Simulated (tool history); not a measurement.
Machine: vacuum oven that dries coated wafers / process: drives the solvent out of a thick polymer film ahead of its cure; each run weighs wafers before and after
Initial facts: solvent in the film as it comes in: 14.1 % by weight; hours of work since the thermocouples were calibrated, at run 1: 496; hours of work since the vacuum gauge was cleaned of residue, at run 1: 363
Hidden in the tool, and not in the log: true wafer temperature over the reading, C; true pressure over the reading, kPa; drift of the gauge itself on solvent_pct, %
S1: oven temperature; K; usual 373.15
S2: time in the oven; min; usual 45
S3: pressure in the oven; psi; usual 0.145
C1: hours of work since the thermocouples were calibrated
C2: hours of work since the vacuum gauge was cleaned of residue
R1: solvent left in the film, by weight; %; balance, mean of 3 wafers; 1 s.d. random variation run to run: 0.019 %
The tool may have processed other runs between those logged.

Run 1, hour 0: usual settings; C1 496; C2 363. Result: R1 0.67 %.
Run 2, hour 26.3: usual settings but S1 367.15 K; C1 516; C2 383. Result: R1 1.1 %.
Run 3, hour 58.6: usual settings but S1 367.15 K; C1 540; C2 407. Result: R1 1.11 %.
Run 4, hour 77.9: usual settings but S1 367.15 K; C1 554; C2 421. Result: R1 1.14 %.
Run 5, hour 99.6: usual settings but S1 367.15 K; C1 570; C2 437. Result: R1 1.12 %.
Run 6, hour 126.3: usual settings but S1 367.15 K; C1 590; C2 457. Result: R1 1.15 %.
Run 7, hour 147.7: usual settings; C1 606; C2 473. Result: R1 0.65 %.
Run 8, hour 169.7: usual settings; C1 623; C2 490. Result: R1 0.62 %.
At hour 189.9: oven's thermocouples calibrated.
Run 9, hour 197.7: usual settings; C1 6; C2 509. Result: R1 0.66 %.
Run 10, hour 214: usual settings but S1 359.15 K; C1 18; C2 521. Result: R1 2.18 %.
Run 11, hour 232.8: usual settings; C1 32; C2 535. Result: R1 0.66 %.
Run 12, hour 262.4: usual settings; C1 54; C2 557. Result: R1 0.7 %.
Run 13, hour 285.8: usual settings; C1 72; C2 575. Result: R1 0.69 %.
Run 14, hour 301.7: usual settings but S2 35 min; C1 83; C2 587. Result: R1 1.15 %.
Run 15, hour 328.3: usual settings but S2 35 min; C1 103; C2 607. Result: R1 1.15 %.
Run 16, hour 350.8: usual settings; C1 120; C2 623. Result: R1 0.71 %.
Run 17, hour 382.6: usual settings; C1 144; C2 647. Result: R1 0.69 %.
Run 18, hour 403.5: usual settings; C1 159; C2 663. Result: R1 0.68 %.
Run 19, hour 434.8: usual settings but S3 0.355 psi; C1 183; C2 686. Result: R1 1.01 %.
Run 20, hour 468.2: usual settings; C1 208; C2 711. Result: R1 0.7 %.
Run 21, hour 493.2: usual settings; C1 226; C2 730. Result: R1 0.71 %.
Run 22, hour 517.5: usual settings; C1 244; C2 748. Result: R1 0.67 %.
Run 23, hour 547.9: usual settings; C1 267; C2 770. Result: R1 0.73 %.
Run 24, hour 581.7: usual settings; C1 292; C2 796. Result: R1 0.69 %.
Run 25, hour 608.5: usual settings but S2 46 min; C1 312; C2 816. Result: R1 0.68 %.
Run 26, hour 626.4: usual settings but S2 46 min; C1 326; C2 829. Result: R1 0.67 %.
Run 27, hour 640.6: usual settings but S1 368.15 K, S3 0.197 psi; C1 336; C2 839. Result: R1 1.16 %.
Run 28, hour 666.7: usual settings but S1 367.15 K, S2 22 min, S3 0.207 psi; C1 356; C2 859. Result: R1 3.57 %.
Run 29, hour 691.7: usual settings but S2 80 min; C1 374; C2 878. Result: R1 0.32 %.
Run 30, hour 708.4: usual settings but S2 58 min; C1 387; C2 890. Result: R1 0.48 %.
Run 31, hour 738.2: usual settings but S2 58 min; C1 409; C2 912. Result: R1 0.48 %.
Run 32, hour 771.3: usual settings but S2 51 min; C1 434; C2 937. Result: R1 0.52 %.
Run 33, hour 803.4: usual settings but S2 51 min, S3 0.458 psi; C1 458; C2 961. Result: R1 1.01 %.
Run 34, hour 831.8: usual settings but S2 51 min, S3 0.458 psi; C1 479; C2 982. Result: R1 1.04 %.
Run 35, hour 850.2: usual settings but S1 362.15 K, S2 23 min; C1 493; C2 996. Result: R1 4.19 %.
Run 36, hour 872.1: usual settings but S1 362.15 K, S2 23 min; C1 509; C2 1012. Result: R1 4.16 %.
Run 37, hour 897.6: usual settings but S1 368.15 K, S3 0.099 psi; C1 528; C2 1031. Result: R1 1 %.
Run 38, hour 922.1: usual settings but S1 368.15 K, S3 0.099 psi; C1 546; C2 1049. Result: R1 1 %.
Run 39, hour 937.4: usual settings but S1 368.15 K, S2 23 min, S3 0.183 psi; C1 558; C2 1061. Result: R1 3.12 %.
Run 40, hour 965.6: usual settings but S1 363.15 K, S2 27 min, S3 0.138 psi; C1 579; C2 1082. Result: R1 3.31 %.
Run 41, hour 986.1: usual settings but S1 363.15 K, S2 27 min, S3 0.138 psi; C1 594; C2 1097. Result: R1 3.34 %.
Run 42, hour 1020.7: usual settings but S1 377.15 K, S2 43 min, S3 0.144 psi; C1 620; C2 1123. Result: R1 0.55 %.
At hour 1043.8: oven's thermocouples calibrated.
Run 43, hour 1043.8: usual settings but S1 375.15 K, S2 32 min, S3 0.21 psi; C1 0; C2 1139. Result: R1 1.3 %.
Run 44, hour 1072.5: usual settings but S1 386.15 K, S2 31 min; C1 21; C2 1160. Result: R1 0.48 %.
Run 45, hour 1104: usual settings but S1 362.15 K, S2 26 min, S3 0.453 psi; C1 45; C2 1184. Result: R1 4.37 %.
Run 46, hour 1130.1: usual settings but S1 380.15 K, S2 59 min, S3 0.116 psi; C1 64; C2 1203. Result: R1 0.26 %.
Run 47, hour 1157.9: usual settings but S3 0.444 psi; C1 85; C2 1224. Result: R1 1.19 %.
Run 48, hour 1172.1: usual settings but S1 385.15 K, S2 52 min, S3 0.255 psi; C1 96; C2 1234. Result: R1 0.37 %.

How would selected steps in R1 from run to run divide? Give the signed amount a tool lacking its hidden state would still show from settings, what came in and random variation, and the signed amount left for the hidden state, including any gauge scatter that is not in both of the compared results.
Run 28 -> 29: S1 367.15 -> 373.15, S2 22 -> 80, S3 0.207 -> 0.145. R1 -3.25 %: hidden state +0.08, all else -3.33.
Run 38 -> 39: S2 45 -> 23, S3 0.099 -> 0.183. R1 +2.12 %: hidden state -0.08, all else +2.2.
Run 44 -> 45: S1 386.15 -> 362.15, S2 31 -> 26, S3 0.145 -> 0.453. R1 +3.89 %: hidden state +0.08, all else +3.81.
Run 45 -> 46: S1 362.15 -> 380.15, S2 26 -> 59, S3 0.453 -> 0.116. R1 -4.11 %: hidden state -0.07, all else -4.04.

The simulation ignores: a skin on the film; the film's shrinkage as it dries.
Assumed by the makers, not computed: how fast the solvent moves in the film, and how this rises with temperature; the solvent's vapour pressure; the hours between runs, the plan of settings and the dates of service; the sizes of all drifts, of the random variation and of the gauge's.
